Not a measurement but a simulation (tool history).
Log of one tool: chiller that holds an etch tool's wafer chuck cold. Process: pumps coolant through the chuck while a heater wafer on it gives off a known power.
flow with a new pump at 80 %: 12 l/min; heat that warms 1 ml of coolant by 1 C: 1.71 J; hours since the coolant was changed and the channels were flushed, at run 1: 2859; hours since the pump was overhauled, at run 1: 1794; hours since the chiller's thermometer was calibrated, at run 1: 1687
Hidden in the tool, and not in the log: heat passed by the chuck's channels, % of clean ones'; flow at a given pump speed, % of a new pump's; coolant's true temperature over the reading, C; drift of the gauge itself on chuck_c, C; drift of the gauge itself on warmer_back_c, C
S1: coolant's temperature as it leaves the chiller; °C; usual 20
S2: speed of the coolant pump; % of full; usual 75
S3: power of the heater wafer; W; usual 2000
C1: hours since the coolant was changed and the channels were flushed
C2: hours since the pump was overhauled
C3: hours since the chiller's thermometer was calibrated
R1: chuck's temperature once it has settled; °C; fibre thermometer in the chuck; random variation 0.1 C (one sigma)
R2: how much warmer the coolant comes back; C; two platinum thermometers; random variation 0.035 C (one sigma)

{"run": 1, "day": 0.0, "S1": 20, "S2": 75, "S3": 2000, "C1": 2859, "C2": 1794, "C3": 1687, "R1": 35.0, "R2": 6.52}
{"run": 2, "day": 1.038, "S1": 20, "S2": 75, "S3": 2000, "C1": 2884, "C2": 1819, "C3": 1712, "R1": 35.0, "R2": 6.45}
{"run": 3, "day": 3.117, "S1": 20, "S2": 75, "S3": 2000, "C1": 2934, "C2": 1869, "C3": 1762, "R1": 35.0, "R2": 6.55}
{"run": 4, "day": 4.858, "S1": 20, "S2": 75, "S3": 1606, "C1": 2975, "C2": 1911, "C3": 1803, "R1": 31.8, "R2": 5.32}
{"run": 5, "day": 6.042, "S1": 11, "S2": 75, "S3": 2000, "C1": 3004, "C2": 1939, "C3": 1832, "R1": 26.0, "R2": 6.59}
{"run": 6, "day": 7.329, "S1": 11, "S2": 75, "S3": 2000, "C1": 3035, "C2": 1970, "C3": 1863, "R1": 26.0, "R2": 6.54}
{"run": 7, "day": 8.642, "S1": 20, "S2": 75, "S3": 2000, "C1": 3066, "C2": 2002, "C3": 1894, "R1": 35.2, "R2": 6.57}
{"run": 8, "day": 10.55, "S1": 20, "S2": 75, "S3": 2000, "C1": 3112, "C2": 2047, "C3": 1940, "R1": 35.1, "R2": 6.55}
{"run": 9, "day": 11.662, "S1": 20, "S2": 89, "S3": 2000, "C1": 3139, "C2": 2074, "C3": 1967, "R1": 33.5, "R2": 5.53}
{"run": 10, "day": 13.858, "S1": 20, "S2": 70, "S3": 2000, "C1": 3191, "C2": 2127, "C3": 2019, "R1": 35.7, "R2": 7.07}
{"run": 11, "day": 14.854, "S1": 20, "S2": 70, "S3": 2000, "C1": 3215, "C2": 2151, "C3": 2043, "R1": 35.9, "R2": 7.09}
{"run": 12, "day": 16.758, "S1": 20, "S2": 70, "S3": 2000, "C1": 3261, "C2": 2196, "C3": 2089, "R1": 36.1, "R2": 7.02}
{"run": 13, "day": 18.296, "S1": 17, "S2": 75, "S3": 2000, "C1": 3298, "C2": 2233, "C3": 2126, "R1": 32.1, "R2": 6.71}
{"run": 14, "day": 20.517, "S1": 17, "S2": 75, "S3": 2000, "C1": 3351, "C2": 2287, "C3": 2179, "R1": 32.3, "R2": 6.64}
{"run": 15, "day": 22.183, "S1": 17, "S2": 75, "S3": 2000, "C1": 3391, "C2": 2327, "C3": 2219, "R1": 32.2, "R2": 6.67}
{"run": 16, "day": 23.425, "S1": 20, "S2": 75, "S3": 2000, "C1": 3421, "C2": 2356, "C3": 2249, "R1": 35.2, "R2": 6.6}
{"run": 17, "day": 25.283, "S1": 20, "S2": 75, "S3": 2000, "C1": 3466, "C2": 2401, "C3": 2293, "R1": 35.3, "R2": 6.68}
{"run": 18, "day": 27.496, "S1": 20, "S2": 75, "S3": 1716, "C1": 3519, "C2": 2454, "C3": 2347, "R1": 33.1, "R2": 5.7}
{"run": 19, "day": 29.192, "S1": 10, "S2": 86, "S3": 1392, "C1": 3559, "C2": 2495, "C3": 2387, "R1": 19.8, "R2": 4.01}
{"run": 20, "day": 31.079, "S1": 10, "S2": 86, "S3": 1392, "C1": 3605, "C2": 2540, "C3": 2433, "R1": 19.7, "R2": 4.03}
{"run": 21, "day": 32.908, "S1": 14, "S2": 75, "S3": 1419, "C1": 3649, "C2": 2584, "C3": 2477, "R1": 24.9, "R2": 4.73}
{"run": 22, "day": 34.725, "S1": 12, "S2": 80, "S3": 2000, "C1": 3692, "C2": 2628, "C3": 2520, "R1": 26.8, "R2": 6.3}
{"run": 23, "day": 35.867, "S1": 20, "S2": 75, "S3": 2950, "C1": 3720, "C2": 2655, "C3": 2548, "R1": 43.0, "R2": 9.81}
{"day": 37.512, "done": "coolant changed, channels flushed"}
{"run": 24, "day": 37.95, "S1": 20, "S2": 75, "S3": 2950, "C1": 11, "C2": 2699, "C3": 2592, "R1": 41.0, "R2": 9.82}
{"run": 25, "day": 40.017, "S1": 20, "S2": 75, "S3": 2950, "C1": 60, "C2": 2749, "C3": 2641, "R1": 41.2, "R2": 9.89}
{"run": 26, "day": 41.25, "S1": 20, "S2": 75, "S3": 2950, "C1": 90, "C2": 2778, "C3": 2671, "R1": 41.0, "R2": 9.85}
{"run": 27, "day": 42.438, "S1": 22, "S2": 75, "S3": 2950, "C1": 118, "C2": 2807, "C3": 2699, "R1": 43.3, "R2": 9.95}
{"run": 28, "day": 44.788, "S1": 27, "S2": 75, "S3": 2000, "C1": 175, "C2": 2863, "C3": 2756, "R1": 41.2, "R2": 6.64}
{"run": 29, "day": 46.579, "S1": 27, "S2": 78, "S3": 2000, "C1": 218, "C2": 2906, "C3": 2799, "R1": 40.9, "R2": 6.41}
{"run": 30, "day": 48.3, "S1": 27, "S2": 88, "S3": 2368, "C1": 259, "C2": 2947, "C3": 2840, "R1": 42.1, "R2": 6.8}
{"run": 31, "day": 49.562, "S1": 27, "S2": 69, "S3": 2368, "C1": 289, "C2": 2978, "C3": 2870, "R1": 44.9, "R2": 8.72}

Forecast each of these 3 alternatives for the next run:
{"run": "A", "day": 51.042, "S1": 20, "S2": 75, "S3": 2227, "C1": 325, "C2": 3013, "C3": 2906, "R1": "?", "R2": "?"}
{"run": "B", "day": 51.042, "S1": 23, "S2": 73, "S3": 2393, "C1": 325, "C2": 3013, "C3": 2906, "R1": "?", "R2": "?"}
{"run": "C", "day": 51.042, "S1": 20, "S2": 92, "S3": 2000, "C1": 325, "C2": 3013, "C3": 2906, "R1": "?", "R2": "?"}

run=A R1=35.9 R2=7.61
run=B R1=40.4 R2=8.28
run=C R1=32.4 R2=5.48
Without the tool's hidden state the same runs would have given:
run=A R1=35.2 R2=7.02
run=B R1=39.7 R2=7.63
run=C R1=32.0 R2=5.05
